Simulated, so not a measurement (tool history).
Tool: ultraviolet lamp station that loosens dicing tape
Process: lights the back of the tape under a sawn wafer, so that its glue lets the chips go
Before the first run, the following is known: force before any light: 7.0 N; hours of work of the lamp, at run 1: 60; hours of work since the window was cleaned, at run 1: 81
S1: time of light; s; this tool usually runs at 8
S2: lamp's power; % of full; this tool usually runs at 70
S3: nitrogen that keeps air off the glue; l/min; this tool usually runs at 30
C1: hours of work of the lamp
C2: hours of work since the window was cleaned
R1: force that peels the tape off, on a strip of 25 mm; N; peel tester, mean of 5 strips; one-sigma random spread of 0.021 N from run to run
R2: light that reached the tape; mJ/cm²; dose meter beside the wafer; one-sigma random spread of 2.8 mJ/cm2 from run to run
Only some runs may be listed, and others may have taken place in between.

run	hour	S1	S2	S3	C1	C2	R1	R2
1	0	8	70	30	60	81	1.001	382
2	14.9	8	83	30	70	91	0.748	461
3	29.5	8	70	30	80	101	1.061	385
4	53.1	8	70	30	95	116	1.006	386
5	74.7	8	70	30	109	131	1.028	387
6	88.1	8	70	30	118	140	0.995	388
7	105.7	8	70	30	130	151	1.002	389
8	131.1	7	70	30	147	168	1.25	341
9	152.2	8	70	30	161	182	1.03	385
10	172.6	8	70	30	174	195	0.997	388
11	195.7	8	70	30	190	211	1.017	388
12	212.2	8	70	30	200	222	1.017	386
13	236.7	8	70	30	217	238	1.052	384
14	255.5	12	69	10	229	250	0.867	571
15	270.1	9	62	41	239	260	0.894	384
16	283.5	10	94	9	248	269	0.699	650
# hour 294.1: window cleaned of glue's vapour
17	311	14	87	28	265	11	0.221	848
18	331	8	72	53	279	24	0.782	398
19	356.8	8	94	30	296	41	0.577	519
20	378.6	10	76	53	310	56	0.444	524
21	394.5	10	76	45	321	66	0.476	523
22	411.1	6	70	30	332	77	1.587	289
23	428.5	5	70	39	343	89	1.861	241
24	455.8	5	70	39	361	107	1.951	240

For each entry between runs, how does the tool's hidden state at the last listed run before it compare with that at the first listed run after it?
Between runs 16 and 17: window cleaned of glue's vapour (hour 294.1)
  light that the window lets through, % of a clean one's: 99.9 -> 100
